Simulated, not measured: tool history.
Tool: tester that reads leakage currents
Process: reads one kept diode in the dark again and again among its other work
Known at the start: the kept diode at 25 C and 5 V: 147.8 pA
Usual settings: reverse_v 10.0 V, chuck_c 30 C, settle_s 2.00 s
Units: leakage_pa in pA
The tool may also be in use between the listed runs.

{"run": 1, "hour": 0.0, "reverse_v": 10.0, "chuck_c": 30, "settle_s": 2.0, "leakage_pa": 356.47}
{"hour": 79.3, "done": "probe card cleaned and baked"}
{"run": 2, "hour": 132.6, "reverse_v": 10.0, "chuck_c": 59, "settle_s": 2.0, "leakage_pa": 4153.14}
{"run": 3, "hour": 285.4, "reverse_v": 10.0, "chuck_c": 30, "settle_s": 2.0, "leakage_pa": 356.51}
{"run": 4, "hour": 410.8, "reverse_v": 10.0, "chuck_c": 30, "settle_s": 2.0, "leakage_pa": 357.45}
{"run": 5, "hour": 560.8, "reverse_v": 10.0, "chuck_c": 30, "settle_s": 2.0, "leakage_pa": 356.41}
{"run": 6, "hour": 655.6, "reverse_v": 10.0, "chuck_c": 30, "settle_s": 6.64, "leakage_pa": 356.65}
{"run": 7, "hour": 786.0, "reverse_v": 10.0, "chuck_c": 30, "settle_s": 2.0, "leakage_pa": 356.41}
{"run": 8, "hour": 886.3, "reverse_v": 10.0, "chuck_c": 30, "settle_s": 2.0, "leakage_pa": 357.01}
{"run": 9, "hour": 1042.2, "reverse_v": 10.0, "chuck_c": 30, "settle_s": 2.0, "leakage_pa": 357.24}
{"run": 10, "hour": 1161.9, "reverse_v": 10.0, "chuck_c": 30, "settle_s": 2.0, "leakage_pa": 358.76}
{"run": 11, "hour": 1305.0, "reverse_v": 10.0, "chuck_c": 30, "settle_s": 2.0, "leakage_pa": 356.84}
{"run": 12, "hour": 1388.0, "reverse_v": 10.0, "chuck_c": 30, "settle_s": 2.0, "leakage_pa": 358.41}
{"run": 13, "hour": 1519.8, "reverse_v": 3.7, "chuck_c": 30, "settle_s": 2.0, "leakage_pa": 198.0}
{"run": 14, "hour": 1644.5, "reverse_v": 3.7, "chuck_c": 30, "settle_s": 2.0, "leakage_pa": 197.74}
{"run": 15, "hour": 1734.8, "reverse_v": 3.7, "chuck_c": 30, "settle_s": 2.0, "leakage_pa": 199.34}
{"run": 16, "hour": 1839.3, "reverse_v": 3.7, "chuck_c": 30, "settle_s": 2.0, "leakage_pa": 199.02}
{"run": 17, "hour": 1916.6, "reverse_v": 10.0, "chuck_c": 22, "settle_s": 6.48, "leakage_pa": 167.07}
{"run": 18, "hour": 2020.0, "reverse_v": 10.2, "chuck_c": 41, "settle_s": 2.0, "leakage_pa": 964.01}
{"run": 19, "hour": 2151.5, "reverse_v": 10.0, "chuck_c": 46, "settle_s": 0.44, "leakage_pa": 1464.05}
{"run": 20, "hour": 2235.4, "reverse_v": 10.0, "chuck_c": 46, "settle_s": 0.44, "leakage_pa": 1458.88}
{"run": 21, "hour": 2332.9, "reverse_v": 10.0, "chuck_c": 46, "settle_s": 0.44, "leakage_pa": 1457.68}
{"run": 22, "hour": 2427.0, "reverse_v": 2.6, "chuck_c": 30, "settle_s": 1.13, "leakage_pa": 162.21}
{"run": 23, "hour": 2499.7, "reverse_v": 8.5, "chuck_c": 34, "settle_s": 0.62, "leakage_pa": 472.0}
{"run": 24, "hour": 2578.6, "reverse_v": 10.0, "chuck_c": 40, "settle_s": 2.0, "leakage_pa": 873.5}
{"run": 25, "hour": 2742.7, "reverse_v": 10.0, "chuck_c": 26, "settle_s": 0.72, "leakage_pa": 247.87}
{"run": 26, "hour": 2855.5, "reverse_v": 10.0, "chuck_c": 26, "settle_s": 0.72, "leakage_pa": 248.63}
{"run": 27, "hour": 3023.4, "reverse_v": 5.7, "chuck_c": 49, "settle_s": 9.2, "leakage_pa": 1346.25}
{"run": 28, "hour": 3129.5, "reverse_v": 5.7, "chuck_c": 49, "settle_s": 9.2, "leakage_pa": 1339.94}
{"run": 29, "hour": 3244.0, "reverse_v": 5.7, "chuck_c": 49, "settle_s": 9.2, "leakage_pa": 1348.27}

5 ways to go on from here, each from the tool as it stands after run 29. What would each give?
{"run": "A", "hour": 3382.6, "reverse_v": 7.6, "chuck_c": 30, "settle_s": 2.0, "leakage_pa": "?"}
{"run": "B", "hour": 3382.6, "reverse_v": 5.2, "chuck_c": 25, "settle_s": 4.9, "leakage_pa": "?"}
{"run": "C", "hour": 3382.6, "reverse_v": 10.0, "chuck_c": 30, "settle_s": 1.95, "leakage_pa": "?"}
{"run": "D", "hour": 3382.6, "reverse_v": 10.5, "chuck_c": 49, "settle_s": 9.2, "leakage_pa": "?"}
{"run": "E", "hour": 3382.6, "reverse_v": 3.7, "chuck_c": 49, "settle_s": 9.2, "leakage_pa": "?"}

run=A leakage_pa=303.29
run=B leakage_pa=151.49
run=C leakage_pa=358.97
run=D leakage_pa=1922.02
run=E leakage_pa=1041.22
Without the tool's hidden state the same runs would have given:
run=A leakage_pa=302.87
run=B leakage_pa=151.26
run=C leakage_pa=358.45
run=D leakage_pa=1919.93
run=E leakage_pa=1040.11

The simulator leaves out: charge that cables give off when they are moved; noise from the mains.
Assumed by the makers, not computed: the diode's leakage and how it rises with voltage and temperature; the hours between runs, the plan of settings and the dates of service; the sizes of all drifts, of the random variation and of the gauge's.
